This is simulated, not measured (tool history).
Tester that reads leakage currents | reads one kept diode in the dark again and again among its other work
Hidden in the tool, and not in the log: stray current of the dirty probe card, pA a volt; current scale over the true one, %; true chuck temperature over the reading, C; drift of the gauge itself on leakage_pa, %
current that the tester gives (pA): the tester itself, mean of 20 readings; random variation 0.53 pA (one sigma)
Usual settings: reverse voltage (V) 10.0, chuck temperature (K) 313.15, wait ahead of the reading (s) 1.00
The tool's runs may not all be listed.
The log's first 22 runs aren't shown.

run    hour  reverse voltage (V)  chuck temperature (K)  wait ahead of the reading (s)  hours of work since the probe card was cleaned  hours of work since the tester was calibrated  hours of work since the chuck was calibrated  current that the tester gives (pA)
 23   591.7                 10.0                 313.15                           7.38                                            1519                                            904                                           556                              172.81
 24   618.5                 10.0                 313.15                           7.38                                            1535                                            920                                           572                              174.36
      633.9  -- chuck's temperature calibrated
 25   649.9                 10.0                 313.15                           7.38                                            1553                                            938                                            10                              171.75
 26   683.6                 10.0                 313.15                           7.38                                            1573                                            958                                            30                              172.26
 27   705.7                  1.3                 313.15                           1.42                                            1586                                            971                                            43                               66.89
 28   739.6                  8.2                 328.15                           1.00                                            1607                                            991                                            63                              511.57
 29   769.2                  8.2                 328.15                           1.00                                            1624                                           1009                                            81                              513.58
      783.4  -- probe card cleaned and baked
 30   796.1                 18.7                 305.15                           1.00                                               8                                           1024                                            95                              120.78
 31   833.6                  2.3                 298.15                           0.36                                              30                                           1046                                           118                               24.88
 32   873.6                  2.3                 298.15                           0.36                                              54                                           1070                                           142                               24.92
 33   899.7                  2.3                 298.15                           5.58                                              70                                           1086                                           157                               23.78
 34   917.0                  2.8                 323.15                           3.86                                              80                                           1096                                           168                              212.59
 35   955.8                  4.2                 316.15                           1.00                                             103                                           1119                                           191                              148.23
 36   984.4                  4.2                 316.15                           1.00                                             120                                           1136                                           208                              148.39
 37  1001.3                  4.2                 316.15                           1.00                                             130                                           1146                                           218                              147.84
 38  1031.7                  7.1                 313.15                           1.71                                             149                                           1165                                           236                              148.36
 39  1070.7                  1.4                 312.15                           1.49                                             172                                           1188                                           260                               63.75

5 ways to go on from here, each from the tool as it stands after run 39. What would each give?
  A  1089.9                  1.0                 319.15                           8.16                                             183                                           1199                                           271                                   ?
  B  1089.9                 10.0                 295.15                           2.91                                             183                                           1199                                           271                                   ?
  C  1089.9                  1.4                 303.15                           9.03                                             183                                           1199                                           271                                   ?
  D  1089.9                 10.0                 313.15                           3.11                                             183                                           1199                                           271                                   ?
  E  1089.9                  1.4                 312.15                           2.84                                             183                                           1199                                           271                                   ?

run  current that the tester gives (pA)
  A                               95.81
  B                               36.55
  C                               29.35
  D                              173.07
  E                               63.62
Without the tool's hidden state the same runs would have given:
run  current that the tester gives (pA)
  A                               95.79
  B                               36.54
  C                               29.35
  D                              173.03
  E                               63.61
